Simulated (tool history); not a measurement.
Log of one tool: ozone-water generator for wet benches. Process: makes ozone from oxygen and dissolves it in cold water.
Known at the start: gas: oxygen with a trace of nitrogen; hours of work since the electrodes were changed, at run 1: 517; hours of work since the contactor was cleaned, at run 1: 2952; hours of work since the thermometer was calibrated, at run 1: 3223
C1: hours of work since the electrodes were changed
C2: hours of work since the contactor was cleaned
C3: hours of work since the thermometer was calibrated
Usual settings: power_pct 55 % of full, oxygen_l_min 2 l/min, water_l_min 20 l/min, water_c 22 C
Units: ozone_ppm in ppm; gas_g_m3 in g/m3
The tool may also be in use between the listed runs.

run 1 hour=0 | power_pct=55 oxygen_l_min=2 water_l_min=20 water_c=22 | C1=517 C2=2952 C3=3223 | ozone_ppm=12.3 gas_g_m3=228.1
run 2 hour=37.5 | power_pct=55 oxygen_l_min=3.38 water_l_min=20 water_c=22 | C1=550 C2=2985 C3=3256 | ozone_ppm=13 gas_g_m3=167.5
run 3 hour=83 | power_pct=55 oxygen_l_min=3.38 water_l_min=20 water_c=22 | C1=590 C2=3025 C3=3296 | ozone_ppm=13 gas_g_m3=166.4
run 4 hour=136.5 | power_pct=55 oxygen_l_min=2 water_l_min=22 water_c=22 | C1=637 C2=3072 C3=3343 | ozone_ppm=11.7 gas_g_m3=228.3
run 5 hour=199.6 | power_pct=55 oxygen_l_min=2 water_l_min=20 water_c=28 | C1=692 C2=3128 C3=3399 | ozone_ppm=11.8 gas_g_m3=230.3
run 6 hour=272.9 | power_pct=55 oxygen_l_min=1.42 water_l_min=20 water_c=22 | C1=757 C2=3192 C3=3463 | ozone_ppm=11.7 gas_g_m3=278.8
run 7 hour=350 | power_pct=55 oxygen_l_min=2 water_l_min=20 water_c=21 | C1=824 C2=3260 C3=3531 | ozone_ppm=12.5 gas_g_m3=230.4
run 8 hour=405.2 | power_pct=55 oxygen_l_min=2 water_l_min=20 water_c=21 | C1=873 C2=3308 C3=3579 | ozone_ppm=12.7 gas_g_m3=229.9
run 9 hour=447.4 | power_pct=55 oxygen_l_min=2 water_l_min=20 water_c=21 | C1=910 C2=3345 C3=3616 | ozone_ppm=12.7 gas_g_m3=228.1
run 10 hour=500.3 | power_pct=49 oxygen_l_min=2 water_l_min=20 water_c=17 | C1=956 C2=3392 C3=3663 | ozone_ppm=12 gas_g_m3=214.9
run 11 hour=569.2 | power_pct=55 oxygen_l_min=1.17 water_l_min=25 water_c=16 | C1=1017 C2=3453 C3=3723 | ozone_ppm=8.9 gas_g_m3=316.5
run 12 hour=611.7 | power_pct=41 oxygen_l_min=2 water_l_min=20 water_c=22 | C1=1054 C2=3490 C3=3761 | ozone_ppm=10.5 gas_g_m3=195.2
run 13 hour=663.4 | power_pct=53 oxygen_l_min=1.09 water_l_min=12 water_c=26 | C1=1100 C2=3535 C3=3806 | ozone_ppm=17.1 gas_g_m3=320.7
run 14 hour=733.2 | power_pct=53 oxygen_l_min=1.09 water_l_min=12 water_c=26 | C1=1161 C2=3597 C3=3867 | ozone_ppm=17.5 gas_g_m3=320.4
run 15 hour=797.7 | power_pct=53 oxygen_l_min=1.09 water_l_min=12 water_c=26 | C1=1218 C2=3653 C3=3924 | ozone_ppm=17.2 gas_g_m3=323
run 16 hour=857.3 | power_pct=81 oxygen_l_min=2.33 water_l_min=12 water_c=26 | C1=1270 C2=3706 C3=3976 | ozone_ppm=22.8 gas_g_m3=261.2
run 17 hour=917.5 | power_pct=52 oxygen_l_min=2.5 water_l_min=30 water_c=29 | C1=1323 C2=3759 C3=4029 | ozone_ppm=7.9 gas_g_m3=197.5
run 18 hour=962.6 | power_pct=85 oxygen_l_min=2.49 water_l_min=17 water_c=22 | C1=1362 C2=3798 C3=4069 | ozone_ppm=19.1 gas_g_m3=259.5

Forecast each of these 5 alternatives for the next run:
-- hour=970.4 water thermometer calibrated
run A hour=1032.8 | power_pct=41 oxygen_l_min=1.27 water_l_min=17 water_c=16 | C1=1424 C2=3859 C3=55 | ozone_ppm=? gas_g_m3=?
-- hour=970.4 water thermometer calibrated
run B hour=1032.8 | power_pct=85 oxygen_l_min=1.05 water_l_min=17 water_c=22 | C1=1424 C2=3859 C3=55 | ozone_ppm=? gas_g_m3=?
-- hour=970.4 water thermometer calibrated
run C hour=1032.8 | power_pct=89 oxygen_l_min=2.49 water_l_min=17 water_c=22 | C1=1424 C2=3859 C3=55 | ozone_ppm=? gas_g_m3=?
-- hour=970.4 water thermometer calibrated
run D hour=1032.8 | power_pct=72 oxygen_l_min=2.29 water_l_min=21 water_c=22 | C1=1424 C2=3859 C3=55 | ozone_ppm=? gas_g_m3=?
-- hour=970.4 water thermometer calibrated
run E hour=1032.8 | power_pct=53 oxygen_l_min=1.08 water_l_min=17 water_c=29 | C1=1424 C2=3859 C3=55 | ozone_ppm=? gas_g_m3=?

run=A ozone_ppm=11.7 gas_g_m3=253.9
run=B ozone_ppm=16.5 gas_g_m3=438
run=C ozone_ppm=19.4 gas_g_m3=266.7
run=D ozone_ppm=14.6 gas_g_m3=248.9
run=E ozone_ppm=12.2 gas_g_m3=325.6
Without the tool's hidden state the same runs would have given:
run=A ozone_ppm=11.7 gas_g_m3=249.8
run=B ozone_ppm=16.5 gas_g_m3=431.1
run=C ozone_ppm=19.4 gas_g_m3=262.5
run=D ozone_ppm=14.6 gas_g_m3=244.9
run=E ozone_ppm=12.2 gas_g_m3=320.4
